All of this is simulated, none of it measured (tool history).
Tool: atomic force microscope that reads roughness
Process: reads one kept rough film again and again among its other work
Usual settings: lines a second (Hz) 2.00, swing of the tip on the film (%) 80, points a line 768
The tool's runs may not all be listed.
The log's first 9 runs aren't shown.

| run | day | lines a second (Hz) | swing of the tip on the film (%) | points a line | roughness of the kept film (nm (root mean square)) |
|---|---|---|---|---|---|
| 10 | 3.979 | 1.52 | 80 | 768 | 0.722 |
| 11 | 4.254 | 2.00 | 80 | 378 | 0.706 |
| 12 | 4.683 | 1.08 | 80 | 768 | 0.737 |
| 13 | 5.275 | 1.08 | 80 | 768 | 0.726 |
| 14 | 5.838 | 1.08 | 80 | 768 | 0.725 |
| 15 | 6.358 | 1.08 | 80 | 768 | 0.727 |
| 16 | 6.892 | 1.08 | 80 | 768 | 0.719 |
| 17 | 7.254 | 1.08 | 80 | 768 | 0.721 |
| 18 | 7.771 | 1.06 | 77 | 768 | 0.721 |
| 19 | 8.125 | 0.58 | 56 | 691 | 0.735 |
|  | 8.329 | new tip fitted |
| 20 | 8.708 | 0.58 | 56 | 691 | 0.763 |
| 21 | 9.342 | 1.28 | 73 | 768 | 0.749 |
| 22 | 9.612 | 1.28 | 59 | 915 | 0.758 |
| 23 | 9.904 | 0.55 | 63 | 564 | 0.760 |
| 24 | 10.308 | 0.75 | 58 | 660 | 0.758 |
| 25 | 10.633 | 1.01 | 80 | 317 | 0.737 |
| 26 | 11.029 | 1.01 | 80 | 317 | 0.733 |
| 27 | 11.442 | 1.09 | 80 | 551 | 0.740 |
| 28 | 12.100 | 3.53 | 58 | 753 | 0.734 |
| 29 | 12.629 | 3.53 | 58 | 753 | 0.732 |
| 30 | 12.933 | 3.53 | 58 | 753 | 0.738 |
| 31 | 13.350 | 0.95 | 58 | 753 | 0.746 |

5 ways to go on from here, each from the tool as it stands after run 31. What would each give?
| A | 13.650 | 2.37 | 80 | 608 | ? |
| B | 13.650 | 0.95 | 61 | 753 | ? |
| C | 13.650 | 0.95 | 71 | 972 | ? |
| D | 13.650 | 1.11 | 58 | 569 | ? |
| E | 13.650 | 3.78 | 58 | 501 | ? |

| run | roughness of the kept film (nm (root mean square)) |
|---|---|
| A | 0.699 |
| B | 0.739 |
| C | 0.735 |
| D | 0.745 |
| E | 0.720 |
Without the tool's hidden state the same runs would have given:
| run | roughness of the kept film (nm (root mean square)) |
|---|---|
| A | 0.721 |
| B | 0.762 |
| C | 0.758 |
| D | 0.768 |
| E | 0.743 |

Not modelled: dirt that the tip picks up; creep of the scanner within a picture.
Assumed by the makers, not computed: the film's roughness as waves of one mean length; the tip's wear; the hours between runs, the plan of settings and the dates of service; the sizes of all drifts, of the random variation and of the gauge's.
